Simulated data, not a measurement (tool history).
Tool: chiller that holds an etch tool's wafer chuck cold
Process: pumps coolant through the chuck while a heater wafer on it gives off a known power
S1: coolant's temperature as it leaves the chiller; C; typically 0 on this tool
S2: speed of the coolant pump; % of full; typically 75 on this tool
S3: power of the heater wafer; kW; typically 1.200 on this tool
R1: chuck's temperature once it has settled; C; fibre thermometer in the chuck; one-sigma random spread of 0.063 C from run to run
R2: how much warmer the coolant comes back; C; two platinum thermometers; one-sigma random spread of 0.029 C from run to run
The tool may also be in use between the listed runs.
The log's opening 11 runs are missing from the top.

{"run": 12, "hour": 307.1, "S1": 0, "S2": 75, "S3": 1.735, "R1": 19.26, "R2": 8.27}
{"run": 13, "hour": 326.1, "S1": -9, "S2": 75, "S3": 1.2, "R1": 4.31, "R2": 5.68}
{"run": 14, "hour": 358.8, "S1": 0, "S2": 61, "S3": 1.2, "R1": 15.89, "R2": 7.14}
{"run": 15, "hour": 382.4, "S1": 0, "S2": 61, "S3": 1.2, "R1": 15.93, "R2": 7.1}
{"run": 16, "hour": 409.9, "S1": 0, "S2": 66, "S3": 1.2, "R1": 14.98, "R2": 6.51}
{"run": 17, "hour": 427.5, "S1": 0, "S2": 86, "S3": 0.869, "R1": 8.49, "R2": 3.54}
{"run": 18, "hour": 446.1, "S1": -10, "S2": 90, "S3": 0.708, "R1": -3.35, "R2": 2.77}
{"run": 19, "hour": 462.4, "S1": -10, "S2": 90, "S3": 0.708, "R1": -3.37, "R2": 2.74}
{"run": 20, "hour": 479.4, "S1": 0, "S2": 75, "S3": 1.337, "R1": 14.88, "R2": 6.36}
{"run": 21, "hour": 495.9, "S1": -6, "S2": 77, "S3": 1.136, "R1": 6.42, "R2": 5.22}
{"run": 22, "hour": 520.8, "S1": -4, "S2": 80, "S3": 0.687, "R1": 3.15, "R2": 3.08}
{"run": 23, "hour": 536.7, "S1": 10, "S2": 75, "S3": 0.687, "R1": 17.59, "R2": 3.22}
{"run": 24, "hour": 566.8, "S1": -3, "S2": 95, "S3": 1.321, "R1": 8.88, "R2": 4.78}
{"run": 25, "hour": 600.7, "S1": -4, "S2": 99, "S3": 1.066, "R1": 5.25, "R2": 3.72}
{"run": 26, "hour": 627.2, "S1": -3, "S2": 75, "S3": 0.675, "R1": 4.51, "R2": 3.17}
{"run": 27, "hour": 656.8, "S1": -3, "S2": 75, "S3": 0.675, "R1": 4.52, "R2": 3.22}
{"run": 28, "hour": 683.9, "S1": 0, "S2": 75, "S3": 1.374, "R1": 15.2, "R2": 6.54}
{"run": 29, "hour": 700.5, "S1": 0, "S2": 67, "S3": 0.813, "R1": 9.84, "R2": 4.34}
{"run": 30, "hour": 725.8, "S1": -3, "S2": 82, "S3": 1.468, "R1": 12.14, "R2": 6.35}
{"run": 31, "hour": 751.5, "S1": 0, "S2": 67, "S3": 1.138, "R1": 13.91, "R2": 6.18}

Predict each of these 3 candidate next runs independently; none follows another, all start after run 31:
{"run": "A", "hour": 789.5, "S1": 6, "S2": 75, "S3": 1.2, "R1": "?", "R2": "?"}
{"run": "B", "hour": 789.5, "S1": -1, "S2": 67, "S3": 1.124, "R1": "?", "R2": "?"}
{"run": "C", "hour": 789.5, "S1": -2, "S2": 70, "S3": 1.138, "R1": "?", "R2": "?"}

run=A R1=19.23 R2=5.72
run=B R1=12.66 R2=6.06
run=C R1=11.38 R2=5.83
Without the tool's unlogged condition, the same runs would have read:
run=A R1=18.50 R2=5.64
run=B R1=11.91 R2=5.96
run=C R1=10.65 R2=5.74

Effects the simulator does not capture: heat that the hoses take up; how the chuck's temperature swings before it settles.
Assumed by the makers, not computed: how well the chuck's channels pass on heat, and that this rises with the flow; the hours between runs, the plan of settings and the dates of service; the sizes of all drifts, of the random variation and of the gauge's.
